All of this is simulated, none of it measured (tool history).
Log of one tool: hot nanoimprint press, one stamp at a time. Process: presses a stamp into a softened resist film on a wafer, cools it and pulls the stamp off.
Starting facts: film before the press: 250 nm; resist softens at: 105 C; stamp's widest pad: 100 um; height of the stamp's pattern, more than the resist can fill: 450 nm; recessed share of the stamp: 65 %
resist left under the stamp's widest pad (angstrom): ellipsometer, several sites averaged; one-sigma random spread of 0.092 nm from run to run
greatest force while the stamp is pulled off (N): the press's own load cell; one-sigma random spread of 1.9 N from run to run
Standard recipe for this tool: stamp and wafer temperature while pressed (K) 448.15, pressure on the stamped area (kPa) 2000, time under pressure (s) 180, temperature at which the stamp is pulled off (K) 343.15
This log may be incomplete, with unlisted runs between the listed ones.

| run | hour | stamp and wafer temperature while pressed (K) | pressure on the stamped area (kPa) | time under pressure (s) | temperature at which the stamp is pulled off (K) | resist left under the stamp's widest pad (angstrom) | greatest force while the stamp is pulled off (N) |
|---|---|---|---|---|---|---|---|
| 1 | 0.0 | 448.15 | 2000 | 180 | 343.15 | 904.4 | 138 |
| 2 | 19.3 | 448.15 | 2000 | 200 | 343.15 | 870.8 | 139 |
| 3 | 32.7 | 448.15 | 2000 | 180 | 343.15 | 903.6 | 140 |
| 4 | 48.4 | 448.15 | 2000 | 180 | 343.15 | 903.9 | 141 |
| 5 | 67.4 | 448.15 | 2000 | 335 | 343.15 | 719.8 | 142 |
| 6 | 80.8 | 448.15 | 2000 | 335 | 333.15 | 721.2 | 160 |
| 7 | 97.2 | 448.15 | 2000 | 335 | 333.15 | 719.4 | 165 |
| 8 | 112.6 | 449.15 | 2000 | 335 | 333.15 | 694.6 | 164 |
| 9 | 132.4 | 449.15 | 2000 | 335 | 333.15 | 694.5 | 167 |
| 10 | 143.2 | 449.15 | 2000 | 335 | 333.15 | 693.4 | 169 |
| 11 | 153.2 | 449.15 | 2810 | 134 | 331.15 | 798.1 | 172 |
| 12 | 170.4 | 449.15 | 1510 | 134 | 350.15 | 1127.5 | 130 |

Forecast each of these 4 alternatives for the next run:
| A | 182.6 | 441.15 | 1510 | 134 | 350.15 | ? | ? |
| B | 182.6 | 448.15 | 2010 | 117 | 346.15 | ? | ? |
| C | 182.6 | 444.15 | 2280 | 134 | 331.15 | ? | ? |
| D | 182.6 | 448.15 | 2000 | 204 | 350.15 | ? | ? |

| run | resist left under the stamp's widest pad (angstrom) | greatest force while the stamp is pulled off (N) |
|---|---|---|
| A | 1457.1 | 136 |
| B | 1049.1 | 142 |
| C | 1071.4 | 164 |
| D | 863.7 | 136 |
With the hidden condition removed and each run's random variation left untouched, the same runs would have given:
| run | resist left under the stamp's widest pad (angstrom) | greatest force while the stamp is pulled off (N) |
|---|---|---|
| A | 1465.3 | 119 |
| B | 1053.6 | 124 |
| C | 1075.7 | 143 |
| D | 867.6 | 119 |
